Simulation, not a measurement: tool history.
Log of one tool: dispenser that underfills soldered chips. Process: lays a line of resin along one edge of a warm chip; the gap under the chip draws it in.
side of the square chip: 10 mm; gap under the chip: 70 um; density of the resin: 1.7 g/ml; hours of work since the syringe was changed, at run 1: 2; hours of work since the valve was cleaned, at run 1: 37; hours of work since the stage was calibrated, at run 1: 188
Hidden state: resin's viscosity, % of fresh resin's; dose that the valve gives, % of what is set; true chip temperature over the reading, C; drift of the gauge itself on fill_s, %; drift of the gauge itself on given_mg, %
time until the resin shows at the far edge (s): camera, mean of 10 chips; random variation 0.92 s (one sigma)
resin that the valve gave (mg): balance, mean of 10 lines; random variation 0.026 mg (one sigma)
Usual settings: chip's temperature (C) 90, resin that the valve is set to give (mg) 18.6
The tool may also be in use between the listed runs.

run	day	chip's temperature (C)	resin that the valve is set to give (mg)	hours of work since the syringe was changed	hours of work since the valve was cleaned	hours of work since the stage was calibrated	time until the resin shows at the far edge (s)	resin that the valve gave (mg)
1	0.000	90	18.6	2	37	188	100.2	18.23
2	0.496	90	18.6	9	45	195	186.8	18.13
# day 0.658: dispensing valve cleaned and set on the balance
# day 0.762: new syringe of resin
3	1.046	90	21.6	4	6	202	118.5	21.61
4	1.471	90	21.6	10	12	209	198.8	21.51
# day 1.625: new syringe of resin
5	1.858	90	21.6	3	17	214	114.1	21.48
6	2.296	90	21.6	10	24	220	196.3	21.41
# day 2.450: new syringe of resin
7	2.529	90	18.7	1	27	224	93.9	18.53
8	2.962	90	18.7	8	33	230	159.9	18.43
# day 3.288: new syringe of resin
9	3.308	85	18.1	0	38	235	109.7	17.77
10	3.725	85	18.1	6	44	241	187.7	17.74
# day 3.912: dispensing valve cleaned and set on the balance
# day 4.167: new syringe of resin
11	4.167	99	19.2	0	4	247	57.7	19.14
12	4.462	97	16.0	4	8	251	95.4	15.96
13	4.746	97	16.0	9	12	255	133.5	15.87
# day 4.988: new syringe of resin
14	5.188	81	18.0	3	18	262	163.2	17.83
15	5.683	81	18.0	10	26	269	300.2	17.78
# day 5.821: new syringe of resin
16	6.200	81	18.0	6	33	276	206.5	17.72

3 ways to go on from here, each from the tool as it stands after run 16. What would each give?
# day 6.667: new syringe of resin
A	6.708	81	18.9	1	40	284	?	?
# day 6.667: new syringe of resin
B	6.708	104	18.0	1	40	284	?	?
# day 6.667: new syringe of resin
C	6.708	78	18.0	1	40	284	?	?

run	time until the resin shows at the far edge (s)	resin that the valve gave (mg)
A	136.0	18.52
B	50.1	17.65
C	155.5	17.65
Without the tool's hidden state the same runs would have given:
run	time until the resin shows at the far edge (s)	resin that the valve gave (mg)
A	131.4	18.89
B	48.2	18.01
C	150.2	18.00
